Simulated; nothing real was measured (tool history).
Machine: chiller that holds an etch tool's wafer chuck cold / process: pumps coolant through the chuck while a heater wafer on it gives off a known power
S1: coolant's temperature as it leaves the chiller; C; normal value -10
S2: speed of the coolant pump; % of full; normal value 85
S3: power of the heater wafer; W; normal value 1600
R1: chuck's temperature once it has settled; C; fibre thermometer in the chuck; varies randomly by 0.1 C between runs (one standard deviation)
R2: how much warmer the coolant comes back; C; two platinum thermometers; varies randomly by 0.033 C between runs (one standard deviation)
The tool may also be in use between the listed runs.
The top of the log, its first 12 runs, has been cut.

run	hour	S1	S2	S3	R1	R2
13	299.8	-10	85	1600	1.5	4.95
14	317.1	-10	85	1600	1.4	4.97
15	332.7	-10	85	1494	0.8	4.59
16	364.5	-10	85	1494	0.5	4.63
17	391.8	-10	85	1494	0.6	4.56
18	407.5	-10	89	1494	0.4	4.37
# hour 435.7: coolant pump overhauled, once more
19	435.7	-9	79	1267	0.4	4.08
20	462.4	-9	79	1267	0.2	4.08
21	488.2	-4	66	1781	10.7	6.8
22	511.9	-10	85	1552	1	4.6
23	539.8	-10	85	1552	1.2	4.65
24	557.1	-10	85	1552	1	4.64
25	577.6	0	85	1079	7.8	3.3
26	599	-10	81	1662	2.1	5.19
27	632.4	-10	81	1662	1.9	5.23
28	656.1	-18	85	1486	-7.6	4.52
29	671.4	-18	85	1450	-7.9	4.34
30	690	-18	85	1450	-7.5	4.28
31	713	-18	85	1450	-7.7	4.4

Each row is a separate what-if for the run after 31, all from the same tool condition, not one after another. Results?
A	737.5	-1	77	928	?	?
B	737.5	-10	65	1600	?	?
C	737.5	-9	91	1412	?	?
D	737.5	-3	83	2030	?	?
E	737.5	-16	99	1770	?	?

run	R1	R2
A	6	3.04
B	3.2	6.23
C	0.7	3.98
D	11.8	6.27
E	-4.4	4.57
Stripped of hidden state, with their random variation kept, the same runs would have yielded:
run	R1	R2
A	5.1	3.04
B	1.4	6.22
C	-0.7	3.97
D	9.7	6.26
E	-6.1	4.57
